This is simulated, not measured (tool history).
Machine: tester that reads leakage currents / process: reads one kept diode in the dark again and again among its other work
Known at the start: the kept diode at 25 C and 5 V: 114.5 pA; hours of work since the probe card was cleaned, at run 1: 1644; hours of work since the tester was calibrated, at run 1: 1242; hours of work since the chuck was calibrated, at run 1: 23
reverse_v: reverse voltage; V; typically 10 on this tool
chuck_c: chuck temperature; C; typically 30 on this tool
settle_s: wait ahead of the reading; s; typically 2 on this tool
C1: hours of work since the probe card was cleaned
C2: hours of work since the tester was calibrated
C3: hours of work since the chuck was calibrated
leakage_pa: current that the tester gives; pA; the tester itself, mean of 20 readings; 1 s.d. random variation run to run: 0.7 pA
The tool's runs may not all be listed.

Run 1, day 0: usual settings; C1 1644; C2 1242; C3 23. Result: leakage_pa 234.16 pA.
Run 2, day 4.512: usual settings; C1 1687; C2 1286; C3 66. Result: leakage_pa 232.97 pA.
Run 3, day 9.996: usual settings but chuck_c 26 C; C1 1740; C2 1338; C3 119. Result: leakage_pa 164.33 pA.
Run 4, day 15.646: usual settings but settle_s 0.33 s; C1 1794; C2 1393; C3 173. Result: leakage_pa 241.96 pA.
Run 5, day 19.2: usual settings but reverse_v 6.3 V; C1 1828; C2 1427; C3 207. Result: leakage_pa 195.81 pA.
Run 6, day 25.3: usual settings but settle_s 1 s; C1 1887; C2 1485; C3 266. Result: leakage_pa 235.35 pA.
Run 7, day 31.183: usual settings but reverse_v 4 V; C1 1943; C2 1542; C3 323. Result: leakage_pa 165.6 pA.
Run 8, day 36.946: usual settings but chuck_c 31 C; C1 1999; C2 1597; C3 378. Result: leakage_pa 255.2 pA.
Run 9, day 41.062: usual settings but chuck_c 31 C; C1 2038; C2 1637; C3 417. Result: leakage_pa 255.8 pA.
Run 10, day 45.308: usual settings; C1 2079; C2 1677; C3 458. Result: leakage_pa 233.91 pA.
Run 11, day 50.033: usual settings; C1 2124; C2 1723; C3 504. Result: leakage_pa 234.06 pA.
At day 52.146: chuck's temperature calibrated.
Run 12, day 54.417: usual settings; C1 2166; C2 1764; C3 22. Result: leakage_pa 233.19 pA.
Run 13, day 59.292: usual settings but reverse_v 1.4 V; C1 2212; C2 1811; C3 69. Result: leakage_pa 112.04 pA.
Run 14, day 65.379: usual settings but reverse_v 1.4 V; C1 2271; C2 1869; C3 127. Result: leakage_pa 112.47 pA.
Run 15, day 68.75: usual settings but reverse_v 1.4 V, settle_s 1.81 s; C1 2303; C2 1902; C3 159. Result: leakage_pa 111.69 pA.
Run 16, day 74.038: usual settings but reverse_v 1.4 V, settle_s 1.81 s; C1 2354; C2 1952; C3 210. Result: leakage_pa 112.5 pA.
Run 17, day 78.312: usual settings but reverse_v 1.4 V, settle_s 1.81 s; C1 2395; C2 1993; C3 251. Result: leakage_pa 112.21 pA.
Run 18, day 84.333: usual settings; C1 2453; C2 2051; C3 309. Result: leakage_pa 233.82 pA.
Run 19, day 90.292: usual settings but settle_s 0.77 s; C1 2510; C2 2108; C3 366. Result: leakage_pa 235.77 pA.
Run 20, day 95.733: usual settings but reverse_v 7.1 V, chuck_c 28 C, settle_s 2.77 s; C1 2562; C2 2161; C3 418. Result: leakage_pa 171.36 pA.
Run 21, day 99.967: usual settings but reverse_v 4.2 V, chuck_c 39 C, settle_s 1.48 s; C1 2603; C2 2201; C3 459. Result: leakage_pa 365.38 pA.
Run 22, day 104.258: usual settings but reverse_v 10.8 V, chuck_c 55 C, settle_s 2.67 s; C1 2644; C2 2242; C3 500. Result: leakage_pa 1832.24 pA.
At day 106.367: chuck's temperature calibrated.
Run 23, day 106.867: usual settings but reverse_v 2.9 V, chuck_c 37 C, settle_s 2.67 s; C1 2668; C2 2267; C3 5. Result: leakage_pa 268.43 pA.
Run 24, day 111.321: usual settings but reverse_v 2.9 V, chuck_c 37 C, settle_s 2.67 s; C1 2711; C2 2309; C3 48. Result: leakage_pa 268.56 pA.
Run 25, day 117.296: usual settings but reverse_v 4.5 V, chuck_c 28 C, settle_s 4.67 s; C1 2768; C2 2367; C3 105. Result: leakage_pa 143.75 pA.
Run 26, day 121.004: usual settings but reverse_v 5.3 V, chuck_c 50 C, settle_s 1.47 s; C1 2804; C2 2402; C3 141. Result: leakage_pa 958.17 pA.
Run 27, day 124.775: usual settings but reverse_v 1.1 V, chuck_c 44 C, settle_s 4.9 s; C1 2840; C2 2439; C3 177. Result: leakage_pa 334.66 pA.
Run 28, day 130.375: usual settings but chuck_c 24 C; C1 2894; C2 2492; C3 231. Result: leakage_pa 136.96 pA.
Run 29, day 135.7: usual settings but chuck_c 52 C; C1 2945; C2 2543; C3 282. Result: leakage_pa 1422.4 pA.
Run 30, day 141.742: usual settings but chuck_c 52 C; C1 3003; C2 2602; C3 340. Result: leakage_pa 1419.07 pA.
Run 31, day 147.562: usual settings but chuck_c 52 C; C1 3059; C2 2657; C3 395. Result: leakage_pa 1414.4 pA.
Run 32, day 151.038: usual settings but reverse_v 2.9 V, chuck_c 47 C, settle_s 0.54 s; C1 3092; C2 2691; C3 429. Result: leakage_pa 611.64 pA.
Run 33, day 154.275: usual settings but chuck_c 33 C, settle_s 3.76 s; C1 3123; C2 2722; C3 460. Result: leakage_pa 302.2 pA.
Run 34, day 158.825: usual settings but chuck_c 33 C, settle_s 3.76 s; C1 3167; C2 2766; C3 504. Result: leakage_pa 302.69 pA.
At day 160.438: chuck's temperature calibrated.
Run 35, day 161.625: usual settings but settle_s 5.47 s; C1 3193; C2 2792; C3 11. Result: leakage_pa 232.27 pA.
Run 36, day 166.85: usual settings but reverse_v 3.2 V, chuck_c 21 C, settle_s 5.28 s; C1 3243; C2 2842; C3 62. Result: leakage_pa 67.39 pA.
Run 37, day 172.175: usual settings but reverse_v 3.2 V, chuck_c 21 C, settle_s 5.28 s; C1 3294; C2 2893; C3 113. Result: leakage_pa 67.54 pA.
Run 38, day 176.617: usual settings but reverse_v 3.2 V, chuck_c 21 C, settle_s 5.28 s; C1 3337; C2 2936; C3 155. Result: leakage_pa 67.26 pA.

Some steps in leakage_pa between neighbouring runs. How much of each would the tool show without its hidden state too (settings, what came in, random variation), and how much is left for the hidden state, with any gauge scatter that isn't in both results?
The tool's hidden condition here consists of: stray current of the dirty probe card, pA a volt; current scale over the true one, %; true chuck temperature over the reading, C; drift of the gauge itself on leakage_pa, %.
Run 21 -> 22: reverse_v 4.2 -> 10.8, chuck_c 39 -> 55, settle_s 1.48 -> 2.67. leakage_pa +1466.86 pA: hidden state +0.85, all else +1466.01.
Run 22 -> 23: reverse_v 10.8 -> 2.9, chuck_c 55 -> 37, chuck's temperature calibrated. leakage_pa -1563.81 pA: hidden state -1.05, all else -1562.76.
Run 28 -> 29: chuck_c 24 -> 52. leakage_pa +1285.44 pA: hidden state +0.48, all else +1284.96.
